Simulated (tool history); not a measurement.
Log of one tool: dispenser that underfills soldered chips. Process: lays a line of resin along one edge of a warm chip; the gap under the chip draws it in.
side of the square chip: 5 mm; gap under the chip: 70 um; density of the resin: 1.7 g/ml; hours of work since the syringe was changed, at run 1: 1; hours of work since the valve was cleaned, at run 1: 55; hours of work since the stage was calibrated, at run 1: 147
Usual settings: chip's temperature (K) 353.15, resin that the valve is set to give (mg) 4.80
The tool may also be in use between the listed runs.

run   hour  chip's temperature (K)  resin that the valve is set to give (mg)  hours of work since the syringe was changed  hours of work since the valve was cleaned  hours of work since the stage was calibrated  time until the resin shows at the far edge (s)  resin that the valve gave (mg)
  1    0.0                  353.15                                      4.80                                            1                                         55                                           147                                            18.2                            4.64
  2    4.5                  343.15                                      4.80                                            5                                         58                                           150                                            39.7                            4.60
       7.8  -- new syringe of resin
  3    7.9                  353.15                                      4.80                                            0                                         60                                           152                                            17.1                            4.65
  4   12.8                  353.15                                      4.80                                            4                                         64                                           155                                            22.9                            4.57
      17.4  -- new syringe of resin
  5   17.5                  353.15                                      4.80                                            0                                         67                                           159                                            16.3                            4.61
  6   23.6                  353.15                                      4.80                                            4                                         71                                           163                                            23.5                            4.61
      26.7  -- new syringe of resin
  7   27.0                  353.15                                      4.80                                            0                                         74                                           165                                            16.9                            4.57
  8   32.3                  353.15                                      4.80                                            4                                         77                                           169                                            23.0                            4.52
      36.0  -- new syringe of resin
  9   36.5                  353.15                                      4.57                                            0                                         80                                           172                                            16.9                            4.29
 10   39.6                  353.15                                      4.57                                            3                                         82                                           174                                            20.1                            4.30
      45.6  -- new syringe of resin
 11   46.2                  353.15                                      4.80                                            0                                         87                                           178                                            17.3                            4.52
 12   49.5                  353.15                                      4.80                                            3                                         89                                           181                                            19.8                            4.59
 13   53.1                  353.15                                      4.80                                            5                                         92                                           183                                            24.9                            4.42
      55.2  -- new syringe of resin
 14   58.2                  353.15                                      4.80                                            2                                         95                                           187                                            20.2                            4.47
 15   63.7                  357.15                                      4.56                                            6                                         99                                           191                                            22.3                            4.25
      64.4  -- new syringe of resin
 16   66.8                  343.15                                      4.84                                            2                                        101                                           193                                            31.5                            4.49
 17   72.9                  341.15                                      5.34                                            6                                        106                                           197                                            47.9                            4.86
      74.0  -- new syringe of resin
 18   79.2                  347.15                                      6.02                                            4                                        110                                           201                                            29.9                            5.57
 19   81.9                  347.15                                      6.02                                            6                                        112                                           203                                            34.7                            5.60
      83.3  -- new syringe of resin
 20   87.4                  351.15                                      5.71                                            3                                        115                                           207                                            22.8                            5.24
 21   92.1                  341.15                                      6.07                                            6                                        119                                           210                                            48.2                            5.56
      92.9  -- new syringe of resin
      94.2  -- dispensing valve cleaned and set on the balance
 22   99.4                  364.15                                      4.80                                            4                                          4                                           214                                            13.6                            4.80
 23  102.1                  364.15                                      4.80                                            6                                          6                                           216                                            15.7                            4.79

The next listed run, before its measurement:
     103.2  -- new syringe of resin
 24  105.0                  364.15                                      4.80                                            1                                          8                                           218                                               ?                               ?

time until the resin shows at the far edge (s): 11.2
resin that the valve gave (mg): 4.79
Without the tool's hidden state the same run would have given time until the resin shows at the far edge (s) 9.6, resin that the valve gave (mg) 4.82.
